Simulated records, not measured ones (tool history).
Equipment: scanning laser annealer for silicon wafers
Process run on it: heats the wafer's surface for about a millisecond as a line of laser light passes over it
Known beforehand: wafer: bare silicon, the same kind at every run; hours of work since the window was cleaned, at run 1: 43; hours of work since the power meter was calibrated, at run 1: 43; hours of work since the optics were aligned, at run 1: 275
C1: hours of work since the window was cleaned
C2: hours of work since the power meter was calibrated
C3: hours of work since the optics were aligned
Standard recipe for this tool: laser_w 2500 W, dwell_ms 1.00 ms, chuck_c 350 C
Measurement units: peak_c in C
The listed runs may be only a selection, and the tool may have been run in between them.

Run 1, day 0.000: usual settings; C1 43; C2 43; C3 275. Result: peak_c 1089 C.
Run 2, day 0.654: usual settings; C1 53; C2 53; C3 285. Result: peak_c 1092 C.
Run 3, day 1.317: usual settings but dwell_ms 0.79 ms; C1 62; C2 62; C3 295. Result: peak_c 1003 C.
Run 4, day 2.125: usual settings but dwell_ms 0.79 ms; C1 75; C2 75; C3 307. Result: peak_c 1004 C.
Run 5, day 2.638: usual settings but dwell_ms 0.79 ms; C1 82; C2 82; C3 314. Result: peak_c 1002 C.
Run 6, day 3.283: usual settings but dwell_ms 1.08 ms; C1 92; C2 92; C3 324. Result: peak_c 1119 C.
Run 7, day 3.988: usual settings; C1 102; C2 102; C3 334. Result: peak_c 1088 C.
Run 8, day 4.450: usual settings but chuck_c 338 C; C1 109; C2 109; C3 341. Result: peak_c 1074 C.
Run 9, day 5.079: usual settings but chuck_c 338 C; C1 119; C2 119; C3 351. Result: peak_c 1077 C.
Run 10, day 5.688: usual settings but laser_w 2623 W, dwell_ms 0.84 ms, chuck_c 328 C; C1 128; C2 128; C3 360. Result: peak_c 1039 C.
Run 11, day 6.192: usual settings but dwell_ms 1.04 ms; C1 135; C2 135; C3 367. Result: peak_c 1105 C.
Run 12, day 6.825: usual settings but dwell_ms 1.04 ms; C1 145; C2 145; C3 377. Result: peak_c 1102 C.
Run 13, day 7.658: usual settings but laser_w 2127 W, dwell_ms 0.99 ms, chuck_c 326 C; C1 157; C2 157; C3 389. Result: peak_c 949 C.
Run 14, day 8.488: usual settings but laser_w 2351 W, dwell_ms 0.99 ms, chuck_c 311 C; C1 169; C2 169; C3 401. Result: peak_c 1004 C.
Run 15, day 9.158: usual settings but laser_w 2351 W, dwell_ms 0.99 ms, chuck_c 382 C; C1 179; C2 179; C3 411. Result: peak_c 1073 C.
Run 16, day 9.917: usual settings but laser_w 2253 W, chuck_c 373 C; C1 191; C2 191; C3 423. Result: peak_c 1038 C.

3 ways to go on from here, each from the tool as it stands after run 16. What would each give?
Run A, day 10.517: usual settings but laser_w 2575 W, dwell_ms 0.75 ms, chuck_c 352 C; C1 200; C2 200; C3 432. Result: peak_c ?.
Run B, day 10.517: usual settings but laser_w 2253 W, dwell_ms 0.85 ms, chuck_c 354 C; C1 200; C2 200; C3 432. Result: peak_c ?.
Run C, day 10.517: usual settings but laser_w 2544 W; C1 200; C2 200; C3 432. Result: peak_c ?.

run  peak_c
  A    1008
  B     963
  C    1105
Had the tool no hidden state, the same runs would have come out as:
run  peak_c
  A    1009
  B     964
  C    1105
